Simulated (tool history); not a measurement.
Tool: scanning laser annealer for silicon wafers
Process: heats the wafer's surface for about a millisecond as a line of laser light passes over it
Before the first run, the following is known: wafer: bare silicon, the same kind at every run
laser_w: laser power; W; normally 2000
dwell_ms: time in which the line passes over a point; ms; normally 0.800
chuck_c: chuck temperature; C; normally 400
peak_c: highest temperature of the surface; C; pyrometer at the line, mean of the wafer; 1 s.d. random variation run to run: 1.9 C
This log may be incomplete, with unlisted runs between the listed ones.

| run | hour | laser_w | dwell_ms | chuck_c | peak_c |
|---|---|---|---|---|---|
| 1 | 0.0 | 2000 | 0.800 | 400 | 1222 |
| 2 | 19.9 | 2000 | 0.800 | 400 | 1219 |
| 3 | 47.0 | 2000 | 0.800 | 400 | 1220 |
| 4 | 67.1 | 2000 | 0.952 | 400 | 1306 |
| 5 | 89.1 | 2000 | 0.800 | 366 | 1186 |
| 6 | 111.9 | 2000 | 0.800 | 366 | 1191 |
| 7 | 138.0 | 2000 | 0.800 | 366 | 1187 |
| 8 | 162.8 | 2000 | 0.800 | 400 | 1222 |
| 9 | 182.7 | 1959 | 0.800 | 400 | 1196 |
| 10 | 195.3 | 2000 | 0.860 | 400 | 1257 |
| 11 | 211.8 | 2000 | 0.588 | 400 | 1084 |
| 12 | 230.0 | 2000 | 0.588 | 400 | 1083 |
| 13 | 252.0 | 2000 | 0.588 | 400 | 1083 |
| 14 | 271.8 | 2000 | 0.588 | 400 | 1082 |
| 15 | 288.3 | 2000 | 0.588 | 400 | 1084 |
| 16 | 312.5 | 2000 | 0.588 | 400 | 1084 |
| 17 | 326.7 | 2000 | 0.588 | 400 | 1086 |
| 18 | 351.5 | 2000 | 0.588 | 400 | 1084 |
| 19 | 365.2 | 2000 | 0.588 | 400 | 1082 |
| 20 | 376.9 | 2000 | 0.588 | 400 | 1084 |
| 21 | 399.3 | 2000 | 0.590 | 415 | 1100 |
| 22 | 413.7 | 1823 | 0.780 | 415 | 1129 |
| 23 | 433.5 | 2181 | 0.673 | 367 | 1199 |
| 24 | 446.3 | 2023 | 0.800 | 439 | 1270 |
| 25 | 469.7 | 2023 | 0.800 | 439 | 1271 |
| 26 | 493.4 | 2023 | 0.800 | 439 | 1275 |
| 27 | 516.9 | 1868 | 0.800 | 392 | 1139 |
| 28 | 538.7 | 2023 | 0.800 | 400 | 1234 |
| 29 | 559.1 | 2023 | 0.800 | 400 | 1230 |
| 30 | 585.8 | 2098 | 0.800 | 394 | 1266 |
| 31 | 603.6 | 2098 | 0.800 | 394 | 1271 |
| 32 | 617.3 | 2098 | 0.800 | 394 | 1269 |
| 33 | 644.7 | 2098 | 0.800 | 394 | 1268 |
| 34 | 665.6 | 2098 | 0.800 | 394 | 1268 |
| 35 | 684.6 | 2000 | 0.913 | 400 | 1287 |
| 36 | 703.5 | 2000 | 0.629 | 424 | 1134 |
| 37 | 724.3 | 1826 | 0.997 | 400 | 1226 |
| 38 | 736.5 | 1706 | 0.800 | 432 | 1096 |
|  | 747.4 | optics aligned, line set to its width |
| 39 | 765.1 | 1982 | 0.633 | 432 | 1137 |
| 40 | 781.3 | 1926 | 0.590 | 412 | 1062 |

Here are 5 independent what-if runs from the current tool condition. What would each one return?
| A | 797.1 | 1769 | 0.846 | 425 | ? |
| B | 797.1 | 1965 | 0.800 | 400 | ? |
| C | 797.1 | 1722 | 0.867 | 412 | ? |
| D | 797.1 | 1923 | 0.575 | 417 | ? |
| E | 797.1 | 1795 | 0.751 | 416 | ? |

| run | peak_c |
|---|---|
| A | 1145 |
| B | 1199 |
| C | 1114 |
| D | 1054 |
| E | 1097 |
With the hidden condition removed and each run's random variation left untouched, the same runs would have given:
| run | peak_c |
|---|---|
| A | 1146 |
| B | 1200 |
| C | 1115 |
| D | 1055 |
| E | 1098 |
